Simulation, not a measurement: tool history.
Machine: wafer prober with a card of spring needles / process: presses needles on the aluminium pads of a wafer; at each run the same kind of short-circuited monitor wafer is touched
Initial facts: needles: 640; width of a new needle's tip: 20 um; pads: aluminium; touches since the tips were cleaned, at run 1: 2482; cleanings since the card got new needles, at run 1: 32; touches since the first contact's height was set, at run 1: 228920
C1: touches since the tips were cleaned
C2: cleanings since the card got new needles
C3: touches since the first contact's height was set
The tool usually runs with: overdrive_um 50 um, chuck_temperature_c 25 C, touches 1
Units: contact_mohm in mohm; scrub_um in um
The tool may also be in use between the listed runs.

{"run": 1, "hour": 0.0, "overdrive_um": 50, "chuck_temperature_c": 25, "touches": 1, "C1": 2482, "C2": 32, "C3": 228920, "contact_mohm": 764, "scrub_um": 11.6}
{"hour": 12.0, "done": "tips cleaned on abrasive film"}
{"hour": 16.6, "done": "height of the first contact set anew"}
{"hour": 34.7, "done": "tips cleaned on abrasive film"}
{"run": 2, "hour": 51.8, "overdrive_um": 50, "chuck_temperature_c": 25, "touches": 1, "C1": 5665, "C2": 34, "C3": 11653, "contact_mohm": 773, "scrub_um": 12.1}
{"hour": 55.7, "done": "tips cleaned on abrasive film"}
{"hour": 77.8, "done": "tips cleaned on abrasive film"}
{"run": 3, "hour": 83.3, "overdrive_um": 50, "chuck_temperature_c": 25, "touches": 1, "C1": 1806, "C2": 36, "C3": 22065, "contact_mohm": 670, "scrub_um": 12.06}
{"hour": 98.6, "done": "tips cleaned on abrasive film"}
{"hour": 119.1, "done": "tips cleaned on abrasive film"}
{"run": 4, "hour": 125.4, "overdrive_um": 50, "chuck_temperature_c": 25, "touches": 1, "C1": 2069, "C2": 38, "C3": 35997, "contact_mohm": 690, "scrub_um": 12.02}
{"hour": 139.3, "done": "tips cleaned on abrasive film"}
{"run": 5, "hour": 155.7, "overdrive_um": 50, "chuck_temperature_c": 25, "touches": 1, "C1": 5453, "C2": 39, "C3": 46065, "contact_mohm": 793, "scrub_um": 12.02}
{"hour": 158.7, "done": "tips cleaned on abrasive film"}
{"hour": 180.9, "done": "tips cleaned on abrasive film"}
{"hour": 203.4, "done": "tips cleaned on abrasive film"}
{"run": 6, "hour": 211.0, "overdrive_um": 50, "chuck_temperature_c": 25, "touches": 1, "C1": 2508, "C2": 42, "C3": 64337, "contact_mohm": 700, "scrub_um": 11.98}
{"hour": 222.9, "done": "tips cleaned on abrasive film"}
{"hour": 244.3, "done": "tips cleaned on abrasive film"}
{"run": 7, "hour": 256.8, "overdrive_um": 50, "chuck_temperature_c": 120, "touches": 1, "C1": 4153, "C2": 44, "C3": 79521, "contact_mohm": 745, "scrub_um": 11.97}
{"hour": 265.2, "done": "tips cleaned on abrasive film"}
{"hour": 284.5, "done": "tips cleaned on abrasive film"}
{"run": 8, "hour": 301.7, "overdrive_um": 50, "chuck_temperature_c": 120, "touches": 1, "C1": 5717, "C2": 46, "C3": 94389, "contact_mohm": 766, "scrub_um": 11.94}
{"hour": 304.7, "done": "tips cleaned on abrasive film"}
{"hour": 326.9, "done": "tips cleaned on abrasive film"}
{"hour": 347.2, "done": "tips cleaned on abrasive film"}
{"run": 9, "hour": 350.0, "overdrive_um": 50, "chuck_temperature_c": 120, "touches": 1, "C1": 954, "C2": 49, "C3": 110357, "contact_mohm": 571, "scrub_um": 11.9}
{"hour": 369.6, "done": "tips cleaned on abrasive film"}
{"hour": 391.6, "done": "tips cleaned on abrasive film"}
{"run": 10, "hour": 399.1, "overdrive_um": 50, "chuck_temperature_c": 120, "touches": 1, "C1": 2476, "C2": 51, "C3": 126608, "contact_mohm": 708, "scrub_um": 11.82}
{"hour": 412.3, "done": "tips cleaned on abrasive film"}
{"hour": 434.7, "done": "tips cleaned on abrasive film"}
{"run": 11, "hour": 435.4, "overdrive_um": 50, "chuck_temperature_c": 120, "touches": 1, "C1": 224, "C2": 53, "C3": 138605, "contact_mohm": 400, "scrub_um": 11.78}
{"hour": 456.7, "done": "tips cleaned on abrasive film"}
{"hour": 478.0, "done": "tips cleaned on abrasive film"}
{"run": 12, "hour": 487.2, "overdrive_um": 50, "chuck_temperature_c": 120, "touches": 1, "C1": 3040, "C2": 55, "C3": 155764, "contact_mohm": 745, "scrub_um": 11.81}
{"hour": 498.1, "done": "tips cleaned on abrasive film"}
{"run": 13, "hour": 511.9, "overdrive_um": 50, "chuck_temperature_c": 25, "touches": 1, "C1": 4586, "C2": 56, "C3": 163974, "contact_mohm": 810, "scrub_um": 11.75}
{"hour": 521.1, "done": "tips cleaned on abrasive film"}
{"hour": 542.0, "done": "tips cleaned on abrasive film"}
{"run": 14, "hour": 549.1, "overdrive_um": 53, "chuck_temperature_c": 72, "touches": 2, "C1": 2361, "C2": 58, "C3": 176278, "contact_mohm": 528, "scrub_um": 12.44}
{"hour": 562.3, "done": "tips cleaned on abrasive film"}
{"hour": 583.5, "done": "tips cleaned on abrasive film"}
{"run": 15, "hour": 590.1, "overdrive_um": 38, "chuck_temperature_c": 45, "touches": 2, "C1": 2203, "C2": 60, "C3": 189838, "contact_mohm": 709, "scrub_um": 8.76}
{"hour": 603.2, "done": "tips cleaned on abrasive film"}
{"hour": 623.5, "done": "tips cleaned on abrasive film"}
{"run": 16, "hour": 631.0, "overdrive_um": 58, "chuck_temperature_c": 30, "touches": 1, "C1": 2501, "C2": 62, "C3": 203370, "contact_mohm": 607, "scrub_um": 13.58}
{"hour": 644.8, "done": "tips cleaned on abrasive film"}
{"hour": 663.8, "done": "tips cleaned on abrasive film"}
{"hour": 683.7, "done": "tips cleaned on abrasive film"}
{"run": 17, "hour": 686.0, "overdrive_um": 58, "chuck_temperature_c": 30, "touches": 1, "C1": 744, "C2": 65, "C3": 221558, "contact_mohm": 465, "scrub_um": 13.54}
{"hour": 703.1, "done": "tips cleaned on abrasive film"}
{"hour": 723.8, "done": "tips cleaned on abrasive film"}
{"hour": 724.1, "done": "height of the first contact set anew"}
{"run": 18, "hour": 731.5, "overdrive_um": 58, "chuck_temperature_c": 42, "touches": 3, "C1": 2461, "C2": 67, "C3": 2461, "contact_mohm": 390, "scrub_um": 14.05}
{"hour": 744.1, "done": "tips cleaned on abrasive film"}
{"run": 19, "hour": 754.0, "overdrive_um": 34, "chuck_temperature_c": 31, "touches": 2, "C1": 3322, "C2": 68, "C3": 9917, "contact_mohm": 857, "scrub_um": 8.21}
{"hour": 765.7, "done": "tips cleaned on abrasive film"}
{"hour": 786.4, "done": "tips cleaned on abrasive film"}
{"run": 20, "hour": 798.0, "overdrive_um": 55, "chuck_temperature_c": 25, "touches": 2, "C1": 3868, "C2": 70, "C3": 24477, "contact_mohm": 510, "scrub_um": 13.35}
{"hour": 808.9, "done": "tips cleaned on abrasive film"}
{"hour": 828.7, "done": "tips cleaned on abrasive film"}
{"run": 21, "hour": 833.8, "overdrive_um": 55, "chuck_temperature_c": 25, "touches": 2, "C1": 1701, "C2": 72, "C3": 36326, "contact_mohm": 460, "scrub_um": 13.27}
{"hour": 848.1, "done": "tips cleaned on abrasive film"}
{"hour": 870.2, "done": "tips cleaned on abrasive film"}
{"run": 22, "hour": 884.1, "overdrive_um": 43, "chuck_temperature_c": 48, "touches": 1, "C1": 4609, "C2": 74, "C3": 52962, "contact_mohm": 1006, "scrub_um": 10.36}
{"hour": 890.6, "done": "tips cleaned on abrasive film"}
{"hour": 911.0, "done": "tips cleaned on abrasive film"}
{"run": 23, "hour": 925.9, "overdrive_um": 59, "chuck_temperature_c": 59, "touches": 2, "C1": 4967, "C2": 76, "C3": 66814, "contact_mohm": 516, "scrub_um": 14.18}
{"hour": 930.2, "done": "tips cleaned on abrasive film"}
{"hour": 951.2, "done": "tips cleaned on abrasive film"}
{"run": 24, "hour": 961.9, "overdrive_um": 64, "chuck_temperature_c": 96, "touches": 2, "C1": 3554, "C2": 78, "C3": 78729, "contact_mohm": 475, "scrub_um": 15.34}
{"hour": 973.8, "done": "tips cleaned on abrasive film"}
{"hour": 996.0, "done": "tips cleaned on abrasive film"}
{"run": 25, "hour": 1014.8, "overdrive_um": 64, "chuck_temperature_c": 96, "touches": 2, "C1": 6245, "C2": 80, "C3": 96252, "contact_mohm": 488, "scrub_um": 15.29}

Forecast run 26:
{"hour": 1018.7, "done": "tips cleaned on abrasive film"}
{"hour": 1038.9, "done": "tips cleaned on abrasive film"}
{"run": 26, "hour": 1039.9, "overdrive_um": 35, "chuck_temperature_c": 96, "touches": 1, "C1": 344, "C2": 82, "C3": 104531, "contact_mohm": "?", "scrub_um": "?"}

{"run 26": {"contact_mohm": 593, "scrub_um": 8.25}}
Were there no unlogged condition in the tool, this run, its random variation unchanged, would have produced contact_mohm 313 mohm, scrub_um 8.49 um.
